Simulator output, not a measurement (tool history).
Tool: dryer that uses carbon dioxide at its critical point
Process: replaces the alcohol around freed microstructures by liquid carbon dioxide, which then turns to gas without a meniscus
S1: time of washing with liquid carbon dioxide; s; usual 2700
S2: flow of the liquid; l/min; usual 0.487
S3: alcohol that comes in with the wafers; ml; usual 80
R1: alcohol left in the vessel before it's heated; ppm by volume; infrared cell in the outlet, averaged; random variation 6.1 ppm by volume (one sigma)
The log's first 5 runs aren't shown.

Run 6, hour 61.4: usual settings but S1 1800 s. Result: R1 1065 ppm by volume.
Run 7, hour 76.8: usual settings but S3 50 ml. Result: R1 197 ppm by volume.
Run 8, hour 88.4: usual settings but S2 0.497 l/min. Result: R1 274 ppm by volume.
Run 9, hour 96.7: usual settings but S1 2760 s. Result: R1 255 ppm by volume.
Run 10, hour 107.7: usual settings but S1 2760 s. Result: R1 259 ppm by volume.
Run 11, hour 116.1: usual settings. Result: R1 291 ppm by volume.
Run 12, hour 130.7: usual settings. Result: R1 287 ppm by volume.
Run 13, hour 147.5: usual settings. Result: R1 303 ppm by volume.
Run 14, hour 162.2: usual settings but S2 0.786 l/min. Result: R1 61 ppm by volume.
Run 15, hour 176.7: usual settings but S1 3180 s. Result: R1 154 ppm by volume.
Run 16, hour 191.9: usual settings but S3 81 ml. Result: R1 310 ppm by volume.
Run 17, hour 200.1: usual settings but S3 81 ml. Result: R1 311 ppm by volume.

Forecast run 18:
Run 18, hour 217.6: usual settings but S3 81 ml. Result: R1 ?.

R1: 310 ppm by volume
Without the tool's hidden state the same run would have given R1 242 ppm by volume.
